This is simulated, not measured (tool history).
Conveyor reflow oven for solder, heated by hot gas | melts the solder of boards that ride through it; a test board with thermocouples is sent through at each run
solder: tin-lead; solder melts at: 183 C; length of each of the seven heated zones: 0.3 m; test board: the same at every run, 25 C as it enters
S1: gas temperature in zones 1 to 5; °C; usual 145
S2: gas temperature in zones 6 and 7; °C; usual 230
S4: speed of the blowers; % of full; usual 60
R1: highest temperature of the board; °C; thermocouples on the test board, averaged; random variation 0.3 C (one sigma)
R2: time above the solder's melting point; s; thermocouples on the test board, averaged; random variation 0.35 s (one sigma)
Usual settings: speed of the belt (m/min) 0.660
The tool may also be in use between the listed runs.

run 1 day=0.000 | S1=145 S2=230 speed_of_the_belt_(m/min)=0.660 S4=60 | R1=215.2 R2=41.5
run 2 day=0.192 | S1=145 S2=230 speed_of_the_belt_(m/min)=0.660 S4=70 | R1=217.1 R2=42.2
run 3 day=0.583 | S1=145 S2=230 speed_of_the_belt_(m/min)=0.660 S4=70 | R1=216.7 R2=42.7
run 4 day=0.908 | S1=145 S2=230 speed_of_the_belt_(m/min)=0.660 S4=70 | R1=216.3 R2=42.9
run 5 day=1.271 | S1=145 S2=232 speed_of_the_belt_(m/min)=0.660 S4=70 | R1=218.4 R2=44.2
run 6 day=1.550 | S1=145 S2=232 speed_of_the_belt_(m/min)=0.660 S4=70 | R1=218.1 R2=44.5
run 7 day=1.875 | S1=145 S2=230 speed_of_the_belt_(m/min)=0.660 S4=60 | R1=215.2 R2=41.2
run 8 day=2.250 | S1=145 S2=230 speed_of_the_belt_(m/min)=0.660 S4=60 | R1=214.7 R2=41.9
run 9 day=2.554 | S1=145 S2=230 speed_of_the_belt_(m/min)=0.660 S4=60 | R1=215.6 R2=41.2
run 10 day=2.908 | S1=145 S2=230 speed_of_the_belt_(m/min)=0.774 S4=60 | R1=209.9 R2=31.2
run 11 day=3.183 | S1=156 S2=230 speed_of_the_belt_(m/min)=0.774 S4=67 | R1=213.6 R2=38.1
run 12 day=3.412 | S1=156 S2=230 speed_of_the_belt_(m/min)=0.774 S4=67 | R1=213.7 R2=37.3
run 13 day=3.750 | S1=137 S2=232 speed_of_the_belt_(m/min)=0.575 S4=68 | R1=221.4 R2=50.3
-- day=4.233 flux residue cleaned out of gas plates and filters
run 14 day=4.338 | S1=137 S2=232 speed_of_the_belt_(m/min)=0.575 S4=68 | R1=221.7 R2=50.0
run 15 day=4.592 | S1=137 S2=232 speed_of_the_belt_(m/min)=0.575 S4=68 | R1=221.0 R2=50.4
run 16 day=4.992 | S1=153 S2=232 speed_of_the_belt_(m/min)=0.694 S4=68 | R1=218.7 R2=44.3
run 17 day=5.375 | S1=153 S2=232 speed_of_the_belt_(m/min)=0.694 S4=68 | R1=218.8 R2=44.1
run 18 day=5.708 | S1=136 S2=232 speed_of_the_belt_(m/min)=0.694 S4=68 | R1=215.8 R2=37.7

Hidden state or all else? Some run-to-run changes of R1, split into what the settings, what came in and random variation would give without the hidden state, and what is left for the hidden state (with any gauge scatter that isn't in both results):
The hidden state here: heat that the gas passes to the board, % of a clean oven's; belt's true speed, % of the reading; true gas temperature in zones 6 and 7 over the reading, C; drift of the gauge itself on peak_c, C; drift of the gauge itself on liquid_s, %.
Run 12 -> 13: S1 156 -> 137, S2 230 -> 232, speed of the belt (m/min) 0.774 -> 0.575, S4 67 -> 68. R1 +7.7 °C: hidden state +0.1, all else +7.6.
Run 13 -> 14: flux residue cleaned out of gas plates and filters. R1 +0.3 °C: hidden state +0.6, all else -0.3.
